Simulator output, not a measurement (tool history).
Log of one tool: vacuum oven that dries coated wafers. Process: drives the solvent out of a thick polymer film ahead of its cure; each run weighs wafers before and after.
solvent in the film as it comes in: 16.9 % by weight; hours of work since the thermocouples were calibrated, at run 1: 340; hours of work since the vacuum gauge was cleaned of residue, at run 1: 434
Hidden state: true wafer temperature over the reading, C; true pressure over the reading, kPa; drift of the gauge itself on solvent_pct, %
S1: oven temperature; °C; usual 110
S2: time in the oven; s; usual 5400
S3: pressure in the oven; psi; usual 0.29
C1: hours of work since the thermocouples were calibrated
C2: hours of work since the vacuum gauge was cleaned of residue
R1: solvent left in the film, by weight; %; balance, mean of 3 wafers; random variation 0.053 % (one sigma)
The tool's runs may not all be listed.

| run | hour | S1 | S2 | S3 | C1 | C2 | R1 |
|---|---|---|---|---|---|---|---|
| 1 | 0 | 110 | 5400 | 0.29 | 340 | 434 | 1.83 |
| 2 | 40.8 | 110 | 5400 | 0.29 | 363 | 457 | 1.77 |
| 3 | 97.5 | 110 | 4020 | 0.29 | 394 | 488 | 2.72 |
| 4 | 158.4 | 110 | 4020 | 0.29 | 428 | 522 | 2.66 |
| 5 | 188.3 | 109 | 5400 | 0.29 | 444 | 539 | 1.99 |
| 6 | 247.3 | 102 | 5400 | 0.29 | 477 | 571 | 3.08 |
| 7 | 306.1 | 110 | 5400 | 0.29 | 510 | 604 | 1.85 |
| 8 | 371.3 | 110 | 5400 | 0.29 | 546 | 640 | 1.94 |
| 9 | 425.6 | 110 | 5400 | 0.29 | 576 | 670 | 1.96 |
| 10 | 477.3 | 110 | 5400 | 0.29 | 605 | 699 | 1.92 |
| 11 | 534.5 | 110 | 5400 | 0.29 | 636 | 730 | 1.98 |
| 12 | 570.8 | 110 | 5400 | 0.29 | 656 | 751 | 1.93 |
| 13 | 601.7 | 110 | 5400 | 0.29 | 674 | 768 | 2.06 |
| 14 | 641 | 110 | 5400 | 0.29 | 695 | 789 | 2.02 |
| 15 | 692.2 | 110 | 5400 | 0.29 | 724 | 818 | 2.01 |
|  | 700.8 | oven's thermocouples calibrated |
| 16 | 726.3 | 110 | 5400 | 0.29 | 14 | 836 | 2.08 |
| 17 | 768.5 | 110 | 5400 | 0.29 | 38 | 859 | 2.08 |
| 18 | 811.9 | 110 | 5400 | 0.29 | 62 | 883 | 2.09 |
| 19 | 867.6 | 110 | 5400 | 0.29 | 92 | 914 | 2 |
| 20 | 915.3 | 110 | 5400 | 0.29 | 119 | 940 | 2.11 |
| 21 | 945.4 | 110 | 5400 | 0.29 | 136 | 957 | 2.08 |
| 22 | 982 | 110 | 5400 | 0.29 | 156 | 977 | 2.09 |
|  | 1028.1 | oven's thermocouples calibrated, once more |
| 23 | 1029.9 | 110 | 5400 | 0.29 | 1 | 1003 | 1.8 |
| 24 | 1075.8 | 121 | 4260 | 0.206 | 26 | 1028 | 1.03 |
| 25 | 1128.5 | 108 | 5400 | 0.183 | 56 | 1057 | 1.67 |
| 26 | 1186.7 | 108 | 5400 | 0.183 | 88 | 1090 | 1.63 |
| 27 | 1215.7 | 110 | 5400 | 0.373 | 104 | 1106 | 2.15 |
| 28 | 1285.6 | 113 | 6480 | 0.29 | 143 | 1145 | 1.31 |
| 29 | 1320.2 | 113 | 6480 | 0.29 | 162 | 1164 | 1.29 |
| 30 | 1355.1 | 114 | 8160 | 0.64 | 181 | 1183 | 2.19 |
| 31 | 1419.8 | 120 | 6960 | 0.263 | 217 | 1219 | 0.89 |
| 32 | 1466.7 | 110 | 5400 | 0.792 | 243 | 1245 | 3.54 |
| 33 | 1530 | 110 | 5400 | 0.792 | 278 | 1280 | 3.47 |
| 34 | 1595.8 | 114 | 3060 | 0.29 | 315 | 1317 | 3.05 |
| 35 | 1655.3 | 110 | 7380 | 0.27 | 348 | 1350 | 1.31 |
| 36 | 1693 | 115 | 6420 | 0.242 | 369 | 1370 | 1.15 |
| 37 | 1755.1 | 120 | 4860 | 0.29 | 403 | 1405 | 1.13 |
| 38 | 1801 | 97 | 5400 | 0.29 | 428 | 1430 | 4.12 |
| 39 | 1866.5 | 97 | 5400 | 0.29 | 465 | 1467 | 4.24 |
| 40 | 1931.3 | 119 | 5400 | 0.316 | 501 | 1503 | 1.29 |
| 41 | 1978.6 | 119 | 5400 | 0.316 | 527 | 1529 | 1.2 |
| 42 | 2021.2 | 110 | 4680 | 0.29 | 551 | 1552 | 2.37 |
| 43 | 2092.5 | 110 | 3660 | 0.29 | 590 | 1592 | 3.1 |
| 44 | 2144.9 | 110 | 3660 | 0.29 | 619 | 1621 | 3.11 |
| 45 | 2213.3 | 110 | 7560 | 0.249 | 657 | 1659 | 1.32 |
| 46 | 2249.1 | 110 | 5700 | 0.249 | 677 | 1679 | 1.81 |

Hidden state or all else? Some run-to-run changes of R1, split into what the settings, what came in and random variation would give without the hidden state, and what is left for the hidden state (with any gauge scatter that isn't in both results):
Run 22 -> 23: oven's thermocouples calibrated, once more. R1 -0.29 %: hidden state -0.29, all else +0.
Run 31 -> 32: S1 120 -> 110, S2 6960 -> 5400, S3 0.263 -> 0.792. R1 +2.65 %: hidden state +0.05, all else +2.6.
Run 37 -> 38: S1 120 -> 97, S2 4860 -> 5400. R1 +2.99 %: hidden state +0.22, all else +2.77.
Run 39 -> 40: S1 97 -> 119, S3 0.29 -> 0.316. R1 -2.95 %: hidden state -0.2, all else -2.75.

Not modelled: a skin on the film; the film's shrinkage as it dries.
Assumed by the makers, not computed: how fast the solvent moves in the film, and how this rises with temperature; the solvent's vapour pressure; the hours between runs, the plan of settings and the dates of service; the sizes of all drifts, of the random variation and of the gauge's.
